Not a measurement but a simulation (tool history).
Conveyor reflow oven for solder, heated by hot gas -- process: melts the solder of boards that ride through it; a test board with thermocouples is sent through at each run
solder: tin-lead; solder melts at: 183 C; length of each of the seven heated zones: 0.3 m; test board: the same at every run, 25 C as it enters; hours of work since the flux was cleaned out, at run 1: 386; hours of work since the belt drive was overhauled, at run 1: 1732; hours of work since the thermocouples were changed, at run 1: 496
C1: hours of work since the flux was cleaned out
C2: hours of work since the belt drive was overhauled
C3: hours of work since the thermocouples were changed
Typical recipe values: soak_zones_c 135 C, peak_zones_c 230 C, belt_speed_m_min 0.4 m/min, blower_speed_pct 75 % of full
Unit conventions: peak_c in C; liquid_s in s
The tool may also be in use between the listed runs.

Run 1, hour 0: usual settings; C1 386; C2 1732; C3 496. Result: peak_c 216.5 C, liquid_s 66.9 s.
At hour 16.4: belt drive overhauled, speed set with a stopwatch.
At hour 58.3: flux residue cleaned out of gas plates and filters.
Run 2, hour 64.3: usual settings; C1 5; C2 34; C3 540. Result: peak_c 218.2 C, liquid_s 68.1 s.
Run 3, hour 115: usual settings; C1 45; C2 74; C3 580. Result: peak_c 218 C, liquid_s 67.8 s.
Run 4, hour 139.8: usual settings; C1 64; C2 93; C3 599. Result: peak_c 218 C, liquid_s 67.9 s.
Run 5, hour 199.9: usual settings; C1 111; C2 141; C3 646. Result: peak_c 217.9 C, liquid_s 67.8 s.
Run 6, hour 238.7: usual settings but belt_speed_m_min 0.385 m/min; C1 142; C2 171; C3 677. Result: peak_c 218.8 C, liquid_s 71.7 s.
Run 7, hour 296.2: usual settings but belt_speed_m_min 0.385 m/min; C1 187; C2 216; C3 722. Result: peak_c 218.9 C, liquid_s 71.4 s.
Run 8, hour 354.7: usual settings but belt_speed_m_min 0.385 m/min; C1 233; C2 262; C3 768. Result: peak_c 218.6 C, liquid_s 71.3 s.
Run 9, hour 387.7: usual settings but belt_speed_m_min 0.385 m/min; C1 259; C2 288; C3 794. Result: peak_c 218.7 C, liquid_s 71 s.
Run 10, hour 443.8: usual settings; C1 304; C2 333; C3 839. Result: peak_c 217.4 C, liquid_s 66.8 s.
Run 11, hour 489.6: usual settings; C1 340; C2 369; C3 875. Result: peak_c 217.3 C, liquid_s 66.8 s.
Run 12, hour 539.5: usual settings; C1 379; C2 408; C3 914. Result: peak_c 217.1 C, liquid_s 66.8 s.
Run 13, hour 571.5: usual settings; C1 404; C2 433; C3 939. Result: peak_c 216.9 C, liquid_s 66.6 s.
At hour 600.3: flux residue cleaned out of gas plates and filters.
Run 14, hour 606.6: usual settings; C1 5; C2 457; C3 963. Result: peak_c 219.3 C, liquid_s 69.1 s.
Run 15, hour 644.8: usual settings; C1 35; C2 487; C3 993. Result: peak_c 219.1 C, liquid_s 69.2 s.
Run 16, hour 702.2: usual settings; C1 80; C2 532; C3 1038. Result: peak_c 219.5 C, liquid_s 69 s.
Run 17, hour 745.2: usual settings; C1 114; C2 566; C3 1072. Result: peak_c 219.3 C, liquid_s 69.1 s.
Run 18, hour 802.7: usual settings but belt_speed_m_min 0.336 m/min, blower_speed_pct 73 % of full; C1 159; C2 611; C3 1117. Result: peak_c 223.3 C, liquid_s 87.4 s.
Run 19, hour 846.3: usual settings but belt_speed_m_min 0.336 m/min, blower_speed_pct 73 % of full; C1 194; C2 646; C3 1151. Result: peak_c 223.3 C, liquid_s 87.4 s.
Run 20, hour 898.4: usual settings but peak_zones_c 221 C, belt_speed_m_min 0.345 m/min, blower_speed_pct 73 % of full; C1 235; C2 687; C3 1192. Result: peak_c 214.3 C, liquid_s 76.5 s.
Run 21, hour 947: usual settings but peak_zones_c 241 C, blower_speed_pct 65 % of full; C1 273; C2 725; C3 1231. Result: peak_c 226.6 C, liquid_s 73.8 s.
Run 22, hour 1002: usual settings but peak_zones_c 241 C, blower_speed_pct 65 % of full; C1 316; C2 768; C3 1274. Result: peak_c 226 C, liquid_s 73.9 s.
Run 23, hour 1032.5: usual settings but soak_zones_c 136 C; C1 340; C2 792; C3 1298. Result: peak_c 218.7 C, liquid_s 68.8 s.
Run 24, hour 1068.9: usual settings but soak_zones_c 141 C, peak_zones_c 236 C; C1 369; C2 821; C3 1327. Result: peak_c 224.7 C, liquid_s 75.7 s.
Run 25, hour 1100.8: usual settings but soak_zones_c 137 C, peak_zones_c 224 C, belt_speed_m_min 0.459 m/min, blower_speed_pct 77 % of full; C1 394; C2 846; C3 1352. Result: peak_c 209.2 C, liquid_s 51.1 s.
At hour 1144.3: flux residue cleaned out of gas plates and filters.
Run 26, hour 1166.7: usual settings but soak_zones_c 122 C, peak_zones_c 228 C, belt_speed_m_min 0.45 m/min, blower_speed_pct 52 % of full; C1 18; C2 894; C3 1400. Result: peak_c 205.5 C, liquid_s 41.6 s.
Run 27, hour 1212.4: usual settings but peak_zones_c 228 C, belt_speed_m_min 0.408 m/min, blower_speed_pct 68 % of full; C1 54; C2 930; C3 1436. Result: peak_c 216.7 C, liquid_s 65.1 s.
Run 28, hour 1269.8: usual settings but peak_zones_c 222 C, belt_speed_m_min 0.369 m/min, blower_speed_pct 68 % of full; C1 99; C2 975; C3 1481. Result: peak_c 213.7 C, liquid_s 70.3 s.
At hour 1282.3: thermocouples of zones 6 and 7 changed.
Run 29, hour 1304.1: usual settings but soak_zones_c 145 C, peak_zones_c 222 C, belt_speed_m_min 0.383 m/min, blower_speed_pct 74 % of full; C1 124; C2 1000; C3 17. Result: peak_c 211.4 C, liquid_s 69.9 s.

What differs in the tool's unlogged condition from the final listed run ahead of each entry between runs to the first listed run following it?
After run 1, before run 2: belt drive overhauled, speed set with a stopwatch (hour 16.4); flux residue cleaned out of gas plates and filters (hour 58.3)
  heat that the gas passes to the board, % of a clean oven's: 90.3 -> 99.7; belt's true speed, % of the reading: 98.72 -> 100.12; true gas temperature in zones 6 and 7 over the reading, C: 1.17 -> 1.29
  measured result minus the result with no hidden state, peak_c: -0.8 -> +1 C; liquid_s: -0.4 -> +0.8 s
After run 13, before run 14: flux residue cleaned out of gas plates and filters (hour 600.3)
  heat that the gas passes to the board, % of a clean oven's: 89.6 -> 99.7; belt's true speed, % of the reading: 99.8 -> 99.78; true gas temperature in zones 6 and 7 over the reading, C: 2.4 -> 2.48
  measured result minus the result with no hidden state, peak_c: -0.2 -> +2.2 C; liquid_s: -0.7 -> +2 s
After run 25, before run 26: flux residue cleaned out of gas plates and filters (hour 1144.3)
  heat that the gas passes to the board, % of a clean oven's: 90 -> 98.4; belt's true speed, % of the reading: 99.46 -> 99.43; true gas temperature in zones 6 and 7 over the reading, C: 3.59 -> 3.72
  measured result minus the result with no hidden state, peak_c: +0.7 -> +3 C; liquid_s: +0.2 -> +3.9 s
After run 28, before run 29: thermocouples of zones 6 and 7 changed (hour 1282.3)
  heat that the gas passes to the board, % of a clean oven's: 96.3 -> 95.5; belt's true speed, % of the reading: 99.36 -> 99.34; true gas temperature in zones 6 and 7 over the reading, C: 3.95 -> -0.4
  measured result minus the result with no hidden state, peak_c: +3 -> -1 C; liquid_s: +3.4 -> -0.8 s

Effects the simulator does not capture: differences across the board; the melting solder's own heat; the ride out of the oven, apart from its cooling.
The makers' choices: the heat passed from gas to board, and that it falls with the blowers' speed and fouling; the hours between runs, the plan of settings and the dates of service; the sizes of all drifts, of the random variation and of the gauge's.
